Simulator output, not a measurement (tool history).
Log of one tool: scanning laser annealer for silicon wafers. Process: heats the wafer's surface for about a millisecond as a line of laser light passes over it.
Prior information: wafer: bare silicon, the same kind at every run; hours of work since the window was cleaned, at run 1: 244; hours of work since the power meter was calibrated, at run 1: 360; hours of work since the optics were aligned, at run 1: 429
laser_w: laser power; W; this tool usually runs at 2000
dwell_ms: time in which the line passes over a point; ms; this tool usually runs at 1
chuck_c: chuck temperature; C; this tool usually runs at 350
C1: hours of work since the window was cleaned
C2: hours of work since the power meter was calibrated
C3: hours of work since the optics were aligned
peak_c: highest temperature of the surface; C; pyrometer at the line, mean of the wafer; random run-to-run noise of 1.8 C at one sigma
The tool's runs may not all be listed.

run 1 hour=0 | laser_w=2000 dwell_ms=1 chuck_c=350 | C1=244 C2=360 C3=429 | peak_c=1118
run 2 hour=13.4 | laser_w=1755 dwell_ms=1 chuck_c=350 | C1=254 C2=369 C3=438 | peak_c=994
run 3 hour=30.4 | laser_w=1755 dwell_ms=1 chuck_c=350 | C1=266 C2=381 C3=450 | peak_c=992
run 4 hour=41.3 | laser_w=2000 dwell_ms=1 chuck_c=350 | C1=273 C2=389 C3=458 | peak_c=1119
run 5 hour=53 | laser_w=2000 dwell_ms=1 chuck_c=350 | C1=282 C2=397 C3=466 | peak_c=1116
run 6 hour=71.3 | laser_w=2000 dwell_ms=0.82 chuck_c=350 | C1=294 C2=410 C3=479 | peak_c=1041
run 7 hour=80.7 | laser_w=2000 dwell_ms=0.82 chuck_c=350 | C1=301 C2=416 C3=486 | peak_c=1044
run 8 hour=88.9 | laser_w=2000 dwell_ms=0.82 chuck_c=350 | C1=307 C2=422 C3=491 | peak_c=1042
run 9 hour=103 | laser_w=2188 dwell_ms=1 chuck_c=352 | C1=317 C2=432 C3=501 | peak_c=1215
run 10 hour=114.4 | laser_w=2188 dwell_ms=1 chuck_c=352 | C1=325 C2=440 C3=509 | peak_c=1218
run 11 hour=134 | laser_w=2000 dwell_ms=1 chuck_c=316 | C1=339 C2=454 C3=523 | peak_c=1084
run 12 hour=143.7 | laser_w=2000 dwell_ms=1 chuck_c=316 | C1=345 C2=461 C3=530 | peak_c=1080

Alternative continuations, all from the tool just after run 12; predict every row:
run A hour=153 | laser_w=2000 dwell_ms=0.79 chuck_c=321 | C1=352 C2=467 C3=536 | peak_c=?
run B hour=153 | laser_w=2103 dwell_ms=0.76 chuck_c=316 | C1=352 C2=467 C3=536 | peak_c=?
run C hour=153 | laser_w=2000 dwell_ms=0.75 chuck_c=368 | C1=352 C2=467 C3=536 | peak_c=?

run=A peak_c=1000
run=B peak_c=1030
run=C peak_c=1028
With no hidden state in the tool, these same runs would have given:
run=A peak_c=1001
run=B peak_c=1031
run=C peak_c=1029
